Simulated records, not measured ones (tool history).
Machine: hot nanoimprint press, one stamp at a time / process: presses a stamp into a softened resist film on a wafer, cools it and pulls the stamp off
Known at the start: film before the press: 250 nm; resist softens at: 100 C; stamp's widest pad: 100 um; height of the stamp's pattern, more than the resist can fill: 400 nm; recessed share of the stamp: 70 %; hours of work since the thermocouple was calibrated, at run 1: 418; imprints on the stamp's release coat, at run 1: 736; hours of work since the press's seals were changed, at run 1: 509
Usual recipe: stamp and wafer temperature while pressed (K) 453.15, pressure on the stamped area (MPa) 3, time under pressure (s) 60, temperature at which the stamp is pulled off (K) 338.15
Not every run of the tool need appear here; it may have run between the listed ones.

run	hour	stamp and wafer temperature while pressed (K)	pressure on the stamped area (MPa)	time under pressure (s)	temperature at which the stamp is pulled off (K)	hours of work since the thermocouple was calibrated	imprints on the stamp's release coat	hours of work since the press's seals were changed	resist left under the stamp's widest pad (nm)	greatest force while the stamp is pulled off (N)
1	0	453.15	3	60	338.15	418	736	509	121.3	206
# hour 28.1: stamp cleaned and given a new release coat
2	28.3	453.15	3	60	338.15	431	0	522	122.7	202
3	46.7	453.15	3	60	338.15	442	65	533	123.2	201
# hour 76.4: plate thermocouple calibrated
4	79.3	453.15	3	60	338.15	2	169	550	122.8	199
5	100.2	453.15	3	60	338.15	14	242	563	122.2	200
6	122.9	453.15	3	60	338.15	27	321	576	122.9	194
7	141.1	453.15	3	60	338.15	38	385	586	121.8	192
8	160.1	453.15	3	60	338.15	49	452	597	122	192
9	184.7	453.15	3	60	338.15	63	538	612	123.6	192
10	206.3	453.15	3	60	338.15	76	613	624	123.2	191
11	230.2	453.15	3	60	332.15	90	697	638	123	217
12	242.3	453.15	3.35	60	338.15	97	740	645	115.4	193
# hour 270.2: stamp cleaned and given a new release coat
13	270.9	453.15	3.35	60	338.15	110	2	659	115.5	196
14	285.7	453.15	3.35	60	338.15	118	54	667	116.5	184
15	302.6	453.15	1.87	60	338.15	128	113	677	146.4	198
16	328.9	458.15	3.81	54	328.15	144	206	692	95.3	237
17	354.8	458.15	2.93	54	328.15	159	296	707	107.4	244
18	370.7	458.15	2.93	54	328.15	168	352	717	107.5	241
19	385.2	452.15	3.47	64	338.15	176	403	725	116.9	190
20	403.5	447.15	2.54	39	340.15	187	467	736	180.7	185
21	418	447.15	2.54	39	340.15	196	518	744	180.3	190
22	437.8	453.15	3	31	334.15	207	587	756	153.3	209
23	465.2	453.15	4.73	37	340.15	223	683	772	120.7	191
24	484.8	453.15	3.44	60	334.15	234	752	783	114.9	212
25	497.8	455.15	4.13	105	337.15	242	797	791	78.3	198
# hour 507.6: stamp cleaned and given a new release coat
26	522	453.15	2.16	60	330.15	253	50	801	140.8	224
27	536.5	453.15	2.16	60	330.15	261	101	810	139.9	244
28	556.2	448.15	3	80	338.15	273	170	821	133.6	199
29	585	448.15	3	80	338.15	289	271	838	133.3	191

Predict each of these 5 candidate next runs independently; none follows another, all start after run 29:
A	614.5	448.15	3	61	338.15	307	374	855	?	?
B	614.5	443.15	3	60	331.15	307	374	855	?	?
C	614.5	459.15	2.18	60	328.15	307	374	855	?	?
D	614.5	448.15	2.32	80	338.15	307	374	855	?	?
E	614.5	448.15	3	80	327.15	307	374	855	?	?

run	resist left under the stamp's widest pad (nm)	greatest force while the stamp is pulled off (N)
A	144.6	189
B	173.3	233
C	114.2	240
D	148.3	192
E	134.1	246
Without the tool's unlogged condition, the same runs would have read:
run	resist left under the stamp's widest pad (nm)	greatest force while the stamp is pulled off (N)
A	144.4	188
B	173.1	232
C	114.1	239
D	148.2	191
E	133.9	245
